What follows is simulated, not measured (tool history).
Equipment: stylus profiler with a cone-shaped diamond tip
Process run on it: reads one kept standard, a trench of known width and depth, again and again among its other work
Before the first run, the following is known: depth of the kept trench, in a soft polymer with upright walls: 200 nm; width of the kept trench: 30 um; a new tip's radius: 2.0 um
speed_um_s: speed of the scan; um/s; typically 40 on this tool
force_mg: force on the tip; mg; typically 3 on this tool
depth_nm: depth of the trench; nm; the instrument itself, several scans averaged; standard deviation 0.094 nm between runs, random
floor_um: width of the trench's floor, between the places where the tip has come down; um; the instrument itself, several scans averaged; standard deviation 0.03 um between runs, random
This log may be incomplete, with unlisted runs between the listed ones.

run	hour	speed_um_s	force_mg	depth_nm	floor_um
1	0	40	3	204.28	26.88
2	80.4	40	3	204.22	26.9
3	130.2	40	3	204.27	26.87
# hour 225.6: height scale calibrated on a step standard
4	231.6	40	8.36	207.68	26.89
5	290.7	40	8.36	207.7	26.81
6	364.7	70	3	204.41	26.69
# hour 394.5: height scale calibrated on a step standard, once more
# hour 424.1: new tip fitted, height scale calibrated
7	453.9	40	3	203.6	28.11
8	530.4	40	3	203.6	28.09
9	633.7	40	3	203.63	28
10	738.3	82	3	203.67	27.82
11	786.8	74	3	203.61	27.86
12	854.9	74	3	203.59	27.75
13	915.8	145	3	203.67	27.49
14	1005.8	145	3	203.86	27.48
15	1082.1	40	3	203.8	27.79
16	1176.6	40	3	203.91	27.69
17	1276.4	40	3	203.85	27.68
18	1393.7	47	3	203.87	27.55
19	1483	47	3	204.05	27.53
20	1600.4	47	3	204.09	27.58
21	1666.4	47	3	204.1	27.48
22	1769.5	121	2.13	203.61	27.1
23	1828.1	121	2.13	203.61	27.06
24	1915.7	32	1.52	203.03	27.42
25	2019.4	62	4.48	205.31	27.35
# hour 2037: height scale calibrated on a step standard
26	2087.9	20	6.98	206.11	27.44
27	2185.9	14	5.17	205.12	27.36
28	2239	147	1.56	202.39	26.71
29	2298.1	75	1.16	202.03	27.01
30	2373.2	123	6.84	206.3	27.11
31	2460.5	40	2.41	203.23	27.22
32	2526	40	2.41	203.3	27.19
33	2604.9	40	1.03	201.95	27.05
34	2664.2	22	3.85	204.32	27.24
35	2726.5	22	3.85	204.46	27.18
36	2803.8	22	3.85	204.57	27.13
37	2910.5	72	2.89	203.9	26.95
38	3003.7	72	2.89	203.88	26.92
39	3121.3	40	2.02	203.32	26.98
40	3191.3	15	2.11	203.43	27.05

Predict each of these 5 candidate next runs independently; none follows another, all start after run 40:
A	3306.2	11	2.11	?	?
B	3306.2	23	3.49	?	?
C	3306.2	40	8.28	?	?
D	3306.2	40	6.28	?	?
E	3306.2	15	4.38	?	?

run	depth_nm	floor_um
A	203.5	26.99
B	204.66	26.96
C	207.52	26.97
D	206.2	26.96
E	205.16	27
Without the tool's hidden state the same runs would have given:
run	depth_nm	floor_um
A	202.74	28.19
B	203.9	28.16
C	206.74	28.17
D	205.43	28.16
E	204.4	28.2
